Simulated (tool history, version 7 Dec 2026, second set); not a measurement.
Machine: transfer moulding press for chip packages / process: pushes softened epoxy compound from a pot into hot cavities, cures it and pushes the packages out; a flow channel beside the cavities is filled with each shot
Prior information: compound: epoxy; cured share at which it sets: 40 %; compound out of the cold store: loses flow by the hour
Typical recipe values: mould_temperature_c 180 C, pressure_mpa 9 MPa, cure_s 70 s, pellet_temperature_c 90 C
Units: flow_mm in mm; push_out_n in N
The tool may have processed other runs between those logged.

run	day	mould_temperature_c	pressure_mpa	cure_s	pellet_temperature_c	incoming compound's hours out of the cold store	flow_mm	push_out_n
1	0	180	9	70	90	31.2	888	580
2	1.167	180	9	70	81	46.7	824	695
# day 1.725: cavities cleaned with cleaning compound and waxed
3	2.388	180	9	70	90	15.6	951	868
4	3.192	180	9	91	90	15.3	944	621
# day 3.746: cavities cleaned with cleaning compound and waxed
# day 4.317: plunger's sealing rings changed
5	4.317	180	9	70	90	31.1	913	605
6	4.938	180	9	70	90	31.6	907	692
# day 5.862: cavities cleaned with cleaning compound and waxed
7	6.412	180	9	70	90	14.7	975	680
# day 6.792: cavities cleaned with cleaning compound and waxed, once more
8	7.562	180	9	70	90	45.3	844	602
9	8.208	180	9	70	90	28	915	760
# day 8.775: cavities cleaned with cleaning compound and waxed
10	9.596	180	8.27	70	90	15.9	924	713
# day 9.846: mould's thermocouples calibrated
# day 10.783: cavities cleaned with cleaning compound and waxed
11	11.15	180	9	70	90	42	836	512
12	11.892	180	9	70	90	38.5	852	611
# day 12.704: cavities cleaned with cleaning compound and waxed
13	13.229	180	9	70	90	13.3	952	567
14	14.242	180	9	70	90	13.5	960	704
# day 14.642: cavities cleaned with cleaning compound and waxed
15	15.388	183	9	70	90	15.6	921	507
# day 15.708: plunger's sealing rings changed
16	16.254	183	9	70	90	44.3	838	584
# day 16.754: cavities cleaned with cleaning compound and waxed
17	17.488	183	9	70	90	34.4	869	500
# day 18.746: cavities cleaned with cleaning compound and waxed
18	18.9	174	9	70	96	18.9	974	833
19	19.604	181	9	70	88	37.2	868	568
# day 20.696: cavities cleaned with cleaning compound and waxed
20	20.738	173	9	73	90	30	924	726
21	21.708	173	9	73	90	43.9	855	854
# day 22.696: cavities cleaned with cleaning compound and waxed
22	22.804	181	7.47	73	90	14.5	871	452
23	24.217	180	9	70	82	31.9	874	687
# day 24.662: cavities cleaned with cleaning compound and waxed
24	25.471	180	8.35	109	90	13.9	918	435
25	26.125	178	7.28	86	83	44.7	744	542
# day 26.642: cavities cleaned with cleaning compound and waxed
# day 27: plunger's sealing rings changed
26	27.517	180	10.68	70	90	26.2	1008	597

Selected run-to-run steps in flow_mm, each split into two signed amounts: the part the tool would show with no hidden state at all (from settings, incoming material and random variation), and the remainder, which goes to the hidden state together with any gauge scatter not common to the measured and the hidden-state-free results:
What the log doesn't record here: true mould temperature over the reading, C; pressure that reaches the compound, % of what is set; grip of the stained cavities, % over clean ones'; drift of the gauge itself on flow_mm, %; drift of the gauge itself on push_out_n, %.
Run 4 -> 5: cure_s 91 -> 70, cavities cleaned with cleaning compound and waxed, plunger's sealing rings changed. flow_mm -31 mm: hidden state +36, all else -67.
Run 15 -> 16: plunger's sealing rings changed. flow_mm -83 mm: hidden state +40, all else -123.
Run 24 -> 25: mould_temperature_c 180 -> 178, pressure_mpa 8.35 -> 7.28, cure_s 109 -> 86, pellet_temperature_c 90 -> 83. flow_mm -174 mm: hidden state +5, all else -179.
Run 25 -> 26: mould_temperature_c 178 -> 180, pressure_mpa 7.28 -> 10.68, cure_s 86 -> 70, pellet_temperature_c 83 -> 90, cavities cleaned with cleaning compound and waxed, plunger's sealing rings changed. flow_mm +264 mm: hidden state +29, all else +235.

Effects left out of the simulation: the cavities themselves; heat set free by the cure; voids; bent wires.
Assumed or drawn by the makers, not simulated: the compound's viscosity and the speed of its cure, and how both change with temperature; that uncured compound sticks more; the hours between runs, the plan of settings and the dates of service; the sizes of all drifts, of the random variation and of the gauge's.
